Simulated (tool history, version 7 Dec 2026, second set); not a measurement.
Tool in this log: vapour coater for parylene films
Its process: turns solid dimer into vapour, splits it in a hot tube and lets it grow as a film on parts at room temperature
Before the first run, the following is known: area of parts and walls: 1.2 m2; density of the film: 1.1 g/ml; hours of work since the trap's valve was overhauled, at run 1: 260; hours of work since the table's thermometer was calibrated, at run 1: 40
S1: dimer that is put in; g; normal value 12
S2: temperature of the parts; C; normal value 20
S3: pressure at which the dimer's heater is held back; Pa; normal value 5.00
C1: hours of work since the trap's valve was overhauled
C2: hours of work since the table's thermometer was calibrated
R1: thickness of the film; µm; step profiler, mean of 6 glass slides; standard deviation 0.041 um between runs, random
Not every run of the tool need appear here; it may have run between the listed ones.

run    hour  S1  S2     S3   C1   C2     R1
  1     0.0  12  20   5.00  260   40   5.88
  2    14.8  12  28   5.00  267   46   4.31
  3    40.5  12  21   5.00  279   58   5.69
  4    57.9  12  21   5.00  287   66   5.69
  5    87.1  12  21   5.00  300   79   5.68
  6   112.9  13  20   5.00  312   91   6.39
  7   134.6   5  20   5.00  322  101   2.44
  8   153.8   5  20   5.00  330  110   2.43
  9   169.0   5  20   5.00  337  117   2.44
 10   187.0   5  20   5.00  346  125   2.42
 11   211.3   5  20   5.00  357  136   2.43
 12   232.6  10  20   5.00  366  146   4.86
 13   250.5  10  20   5.00  375  154   4.86
 14   276.3   5  20   5.00  386  166   2.37
 15   289.9   5  20   5.00  392  172   2.42
 16   321.2   5  20   5.00  407  186   2.47
 17   349.9  12  20   5.00  420  199   5.76
 18   367.4  12  15   5.00  428  207   7.00
 19   391.5  19  20   5.00  439  218   9.01
 20   414.7  19  20   5.00  449  229   9.08
 21   439.5  19  20   5.00  461  240   9.04
 22   471.1  12  20   5.00  475  255   5.75
 23   489.2  12  20   5.00  483  263   5.73
 24   515.2  12  20   5.00  495  275   5.75
 25   542.8  20  14   7.09  508  287  11.55
 26   574.1  20  14  11.71  522  301  10.66
 27   597.2   7  21   2.32  533  312   3.53
 28   612.2   7  21   2.32  539  319   3.54
 29   634.6   5  16   6.78  550  329   2.67
 30   660.2   5  16   6.78  561  341   2.63
 31   686.1   5  16   6.78  573  353   2.64
 32   708.9   5  16   6.78  584  363   2.64
 33   734.6   5  16   6.78  595  375   2.61
      751.1  -- trap's valve overhauled
 34   754.7  13  20   2.17    2  382   7.09
 35   785.2  17  23   7.21   16  396   7.03
 36   815.6  12  12   7.99   29  410   7.52
 37   836.6  12  12   7.99   39  419   7.61
 38   859.5  12  19   4.51   49  430   6.16
 39   879.3  16  21   3.73   58  439   7.78
 40   899.5  20  23   5.00   68  448   8.60
 41   925.8  17  13   5.09   80  460  10.67
 42   948.6  16  22   6.40   90  470   6.85
 43   978.4   9  28   9.91  104  484   2.93
 44   993.0   9  28   9.91  110  491   2.93
 45  1017.5   9  28   9.91  121  502   2.90
 46  1040.0   9  28   9.91  132  512   2.87

Each row is a separate what-if for the run after 46, all from the same tool condition, not one after another. Results?
  A  1063.0   5  16  5.00  142  523   ?
  B  1063.0   9  28  4.32  142  523   ?
  C  1063.0   8  15  5.00  142  523   ?

run    R1
  A  2.81
  B  3.21
  C  4.63
Had the tool no hidden state, the same runs would have come out as:
run    R1
  A  2.97
  B  3.39
  C  4.89

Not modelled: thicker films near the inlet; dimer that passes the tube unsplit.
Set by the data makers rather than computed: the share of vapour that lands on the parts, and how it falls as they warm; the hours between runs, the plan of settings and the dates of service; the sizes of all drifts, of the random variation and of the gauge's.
